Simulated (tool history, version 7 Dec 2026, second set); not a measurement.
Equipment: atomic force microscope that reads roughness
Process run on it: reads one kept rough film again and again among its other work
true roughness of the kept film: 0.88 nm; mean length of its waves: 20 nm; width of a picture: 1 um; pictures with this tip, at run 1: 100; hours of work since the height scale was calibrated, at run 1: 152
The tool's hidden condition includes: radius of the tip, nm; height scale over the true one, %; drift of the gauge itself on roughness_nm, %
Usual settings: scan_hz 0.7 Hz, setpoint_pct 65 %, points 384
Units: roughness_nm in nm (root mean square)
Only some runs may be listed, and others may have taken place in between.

run	hour	scan_hz	setpoint_pct	points	pictures with this tip	hours of work since the height scale was calibrated	roughness_nm
1	0	0.7	65	384	100	152	0.702
# hour 4.2: new tip fitted
2	26.1	0.7	65	384	39	168	0.744
3	45.7	0.7	65	384	74	181	0.729
# hour 65.2: new tip fitted
4	67.5	2.62	65	384	4	195	0.731
5	96.2	2.62	65	384	56	214	0.7
# hour 126.5: new tip fitted
6	126.6	0.7	65	384	0	234	0.774
7	155.9	0.7	65	384	52	253	0.733
8	181.5	0.7	65	384	98	270	0.708
# hour 187.4: new tip fitted
9	197.3	0.7	65	291	18	280	0.759
10	215.7	0.7	65	384	50	292	0.736
11	233.9	0.7	65	384	83	304	0.723
# hour 236.4: height scale calibrated on a step standard
# hour 249.4: new tip fitted
12	250.3	0.7	65	384	2	9	0.774
13	274.9	0.7	65	849	46	25	0.749
14	304.3	0.715	65	384	98	44	0.711
# hour 311.6: new tip fitted
15	330.2	0.7	55	286	34	61	0.754
# hour 336.5: height scale calibrated on a step standard, once more
16	350.6	0.7	76	326	68	9	0.706
# hour 374.5: new tip fitted
17	380.3	0.838	67	265	11	28	0.75
18	403.6	0.956	78	434	52	44	0.702
19	431.5	2.737	78	374	102	62	0.605
# hour 435.7: new tip fitted
20	457.5	2.737	78	374	39	79	0.628
21	478.7	2.737	78	374	76	93	0.617
# hour 497.9: new tip fitted
22	506.2	1.785	67	463	15	111	0.745
23	530.4	1.803	79	548	58	127	0.668
24	550.2	1.803	79	548	94	140	0.645
# hour 558.4: new tip fitted
25	567.4	1.803	79	548	16	151	0.698
26	586.3	1.803	79	548	50	163	0.666
27	600.9	1.803	79	548	76	173	0.656

What if the next run were any one of these 4? Each begins from the tool's condition after run 27:
A	615.1	0.602	79	576	102	182	?
B	615.1	2.428	85	617	102	182	?
C	615.1	0.57	84	548	102	182	?
D	615.1	0.7	55	384	102	182	?

run	roughness_nm
A	0.693
B	0.586
C	0.687
D	0.714
What these runs would have given with no unlogged condition in the tool:
run	roughness_nm
A	0.767
B	0.648
C	0.761
D	0.789
